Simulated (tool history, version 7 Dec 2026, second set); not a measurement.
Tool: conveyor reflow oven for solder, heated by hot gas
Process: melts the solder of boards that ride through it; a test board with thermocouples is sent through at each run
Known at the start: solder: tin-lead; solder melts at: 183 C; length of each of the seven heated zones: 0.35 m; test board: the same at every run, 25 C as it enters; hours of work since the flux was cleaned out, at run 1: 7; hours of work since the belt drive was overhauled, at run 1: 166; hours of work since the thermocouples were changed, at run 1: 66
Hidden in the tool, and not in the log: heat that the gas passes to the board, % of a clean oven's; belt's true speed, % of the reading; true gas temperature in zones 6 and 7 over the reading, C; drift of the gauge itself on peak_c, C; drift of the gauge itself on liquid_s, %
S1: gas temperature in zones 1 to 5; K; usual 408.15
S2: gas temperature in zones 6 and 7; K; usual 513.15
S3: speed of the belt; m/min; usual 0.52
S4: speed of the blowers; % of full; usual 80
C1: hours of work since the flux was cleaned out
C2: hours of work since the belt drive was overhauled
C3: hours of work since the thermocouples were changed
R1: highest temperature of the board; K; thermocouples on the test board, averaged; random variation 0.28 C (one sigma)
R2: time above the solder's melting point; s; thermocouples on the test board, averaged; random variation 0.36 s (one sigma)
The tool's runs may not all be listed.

run,hour,S1,S2,S3,S4,C1,C2,C3,R1,R2
1,0,408.15,513.15,0.52,80,7,166,66,499.05,66.4
2,5.1,408.15,513.15,0.52,80,9,169,68,498.85,65.3
3,11.4,408.15,513.15,0.52,80,12,171,71,498.65,66
4,22.2,408.15,513.15,0.52,80,17,176,76,498.95,66.2
5,32.4,408.15,513.15,0.493,80,21,181,81,500.35,71.1
6,38.8,408.15,513.15,0.493,80,24,184,84,500.25,71.1
7,49.3,408.15,513.15,0.52,63,29,189,89,493.75,62.1
8,57.1,408.15,513.15,0.52,63,33,192,92,493.75,62.2
9,65.4,408.15,513.15,0.52,63,37,196,96,493.55,62.4
10,76,415.15,513.15,0.52,55,41,201,101,492.35,63.5
11,85.3,415.15,513.15,0.52,55,46,205,105,491.95,63
12,96,408.15,507.15,0.52,80,51,210,110,493.55,62.8
13,102.7,408.15,523.15,0.52,60,54,213,113,501.35,67.3
14,110.4,408.15,523.15,0.52,60,57,217,117,500.85,67.6
15,116.9,413.15,511.15,0.593,70,60,220,120,490.25,53.1

5 ways to go on from here, each from the tool as it stands after run 15. What would each give?
A,123.1,394.15,511.15,0.615,70,63,223,123,?,?
B,123.1,408.15,522.15,0.52,80,63,223,123,?,?
C,123.1,413.15,511.15,0.593,52,63,223,123,?,?
D,123.1,393.15,525.15,0.437,80,63,223,123,?,?
E,123.1,408.15,513.15,0.593,80,63,223,123,?,?

run,R1,R2
A,484.75,41.4
B,506.55,70.8
C,483.35,46.2
D,513.25,83.5
E,494.25,54.5
Without the tool's hidden state the same runs would have given:
run,R1,R2
A,484.95,41.5
B,506.55,70.6
C,483.25,46
D,513.25,83.2
E,494.45,54.4
